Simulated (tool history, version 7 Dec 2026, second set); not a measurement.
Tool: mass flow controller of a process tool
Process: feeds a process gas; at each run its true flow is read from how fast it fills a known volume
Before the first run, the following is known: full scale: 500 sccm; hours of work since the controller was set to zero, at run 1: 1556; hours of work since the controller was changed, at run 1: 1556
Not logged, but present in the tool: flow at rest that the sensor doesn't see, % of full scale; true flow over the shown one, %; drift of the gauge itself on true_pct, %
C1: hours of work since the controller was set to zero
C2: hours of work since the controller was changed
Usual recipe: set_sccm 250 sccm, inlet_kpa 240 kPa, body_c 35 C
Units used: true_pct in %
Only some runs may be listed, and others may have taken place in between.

run 1 hour=0.0 | set_sccm=250 inlet_kpa=240 body_c=35 | C1=1556 C2=1556 | true_pct=98.84
run 2 hour=74.2 | set_sccm=250 inlet_kpa=240 body_c=35 | C1=1601 C2=1601 | true_pct=98.68
run 3 hour=126.7 | set_sccm=250 inlet_kpa=151 body_c=35 | C1=1632 C2=1632 | true_pct=98.95
run 4 hour=179.7 | set_sccm=101 inlet_kpa=240 body_c=35 | C1=1664 C2=1664 | true_pct=96.87
run 5 hour=217.3 | set_sccm=101 inlet_kpa=240 body_c=35 | C1=1687 C2=1687 | true_pct=96.77
run 6 hour=260.5 | set_sccm=54 inlet_kpa=240 body_c=35 | C1=1713 C2=1713 | true_pct=94.96
run 7 hour=348.7 | set_sccm=250 inlet_kpa=197 body_c=35 | C1=1766 C2=1766 | true_pct=98.66
run 8 hour=410.9 | set_sccm=250 inlet_kpa=197 body_c=35 | C1=1803 C2=1803 | true_pct=98.68
run 9 hour=463.7 | set_sccm=250 inlet_kpa=240 body_c=35 | C1=1835 C2=1835 | true_pct=98.58
run 10 hour=552.5 | set_sccm=141 inlet_kpa=240 body_c=35 | C1=1889 C2=1889 | true_pct=97.51
run 11 hour=608.8 | set_sccm=141 inlet_kpa=240 body_c=35 | C1=1922 C2=1922 | true_pct=97.44
run 12 hour=668.8 | set_sccm=141 inlet_kpa=240 body_c=35 | C1=1959 C2=1959 | true_pct=97.38
run 13 hour=741.1 | set_sccm=250 inlet_kpa=240 body_c=35 | C1=2002 C2=2002 | true_pct=98.53
run 14 hour=777.5 | set_sccm=250 inlet_kpa=240 body_c=35 | C1=2024 C2=2024 | true_pct=98.57
run 15 hour=851.7 | set_sccm=250 inlet_kpa=240 body_c=35 | C1=2069 C2=2069 | true_pct=98.67
run 16 hour=927.7 | set_sccm=250 inlet_kpa=240 body_c=35 | C1=2114 C2=2114 | true_pct=98.50
run 17 hour=1008.7 | set_sccm=250 inlet_kpa=240 body_c=35 | C1=2163 C2=2163 | true_pct=98.46
run 18 hour=1058.5 | set_sccm=250 inlet_kpa=240 body_c=35 | C1=2193 C2=2193 | true_pct=98.56
run 19 hour=1115.0 | set_sccm=250 inlet_kpa=240 body_c=35 | C1=2227 C2=2227 | true_pct=98.36
run 20 hour=1193.7 | set_sccm=250 inlet_kpa=197 body_c=35 | C1=2275 C2=2275 | true_pct=98.62
run 21 hour=1244.8 | set_sccm=250 inlet_kpa=146 body_c=35 | C1=2305 C2=2305 | true_pct=98.56
run 22 hour=1284.5 | set_sccm=250 inlet_kpa=240 body_c=35 | C1=2329 C2=2329 | true_pct=98.43
run 23 hour=1342.2 | set_sccm=316 inlet_kpa=242 body_c=24 | C1=2364 C2=2364 | true_pct=97.83
run 24 hour=1399.0 | set_sccm=316 inlet_kpa=160 body_c=30 | C1=2398 C2=2398 | true_pct=98.53
run 25 hour=1466.0 | set_sccm=316 inlet_kpa=160 body_c=30 | C1=2438 C2=2438 | true_pct=98.67
run 26 hour=1536.6 | set_sccm=316 inlet_kpa=203 body_c=28 | C1=2481 C2=2481 | true_pct=98.17
run 27 hour=1575.5 | set_sccm=316 inlet_kpa=203 body_c=28 | C1=2504 C2=2504 | true_pct=98.32
run 28 hour=1620.3 | set_sccm=137 inlet_kpa=240 body_c=35 | C1=2531 C2=2531 | true_pct=96.76
-- hour=1627.5 controller's zero set anew
run 29 hour=1671.1 | set_sccm=351 inlet_kpa=191 body_c=33 | C1=26 C2=2562 | true_pct=98.65
run 30 hour=1759.0 | set_sccm=250 inlet_kpa=143 body_c=22 | C1=79 C2=2615 | true_pct=96.43
run 31 hour=1839.5 | set_sccm=250 inlet_kpa=184 body_c=22 | C1=128 C2=2663 | true_pct=96.23
run 32 hour=1900.9 | set_sccm=250 inlet_kpa=184 body_c=22 | C1=165 C2=2700 | true_pct=96.44
run 33 hour=1986.9 | set_sccm=250 inlet_kpa=184 body_c=22 | C1=216 C2=2752 | true_pct=96.41
-- hour=2071.8 controller's zero set anew, once more
run 34 hour=2075.5 | set_sccm=250 inlet_kpa=184 body_c=29 | C1=2 C2=2805 | true_pct=98.65
run 35 hour=2159.1 | set_sccm=250 inlet_kpa=143 body_c=40 | C1=53 C2=2855 | true_pct=99.71
run 36 hour=2234.0 | set_sccm=191 inlet_kpa=143 body_c=20 | C1=98 C2=2900 | true_pct=97.42
run 37 hour=2290.7 | set_sccm=280 inlet_kpa=263 body_c=33 | C1=132 C2=2934 | true_pct=99.02
run 38 hour=2334.8 | set_sccm=250 inlet_kpa=182 body_c=30 | C1=158 C2=2961 | true_pct=98.72
run 39 hour=2407.9 | set_sccm=172 inlet_kpa=178 body_c=38 | C1=202 C2=3005 | true_pct=99.00
run 40 hour=2468.5 | set_sccm=250 inlet_kpa=197 body_c=28 | C1=239 C2=3041 | true_pct=98.49
run 41 hour=2526.7 | set_sccm=52 inlet_kpa=140 body_c=23 | C1=274 C2=3076 | true_pct=96.31
run 42 hour=2577.3 | set_sccm=296 inlet_kpa=219 body_c=21 | C1=304 C2=3107 | true_pct=97.92
run 43 hour=2659.3 | set_sccm=250 inlet_kpa=240 body_c=22 | C1=354 C2=3156 | true_pct=97.62

Consider 4 possible next runs. They are alternatives, not a sequence: every one starts from the tool as it was left by run 43. What does each give?
run A hour=2708.2 | set_sccm=340 inlet_kpa=240 body_c=22 | C1=383 C2=3186 | true_pct=?
run B hour=2708.2 | set_sccm=202 inlet_kpa=240 body_c=26 | C1=383 C2=3186 | true_pct=?
run C hour=2708.2 | set_sccm=250 inlet_kpa=150 body_c=23 | C1=383 C2=3186 | true_pct=?
run D hour=2708.2 | set_sccm=250 inlet_kpa=166 body_c=35 | C1=383 C2=3186 | true_pct=?

run=A true_pct=98.28
run=B true_pct=97.90
run=C true_pct=97.94
run=D true_pct=99.24
With the hidden condition removed and each run's random variation left untouched, the same runs would have given:
run=A true_pct=98.69
run=B true_pct=98.37
run=C true_pct=98.38
run=D true_pct=99.68

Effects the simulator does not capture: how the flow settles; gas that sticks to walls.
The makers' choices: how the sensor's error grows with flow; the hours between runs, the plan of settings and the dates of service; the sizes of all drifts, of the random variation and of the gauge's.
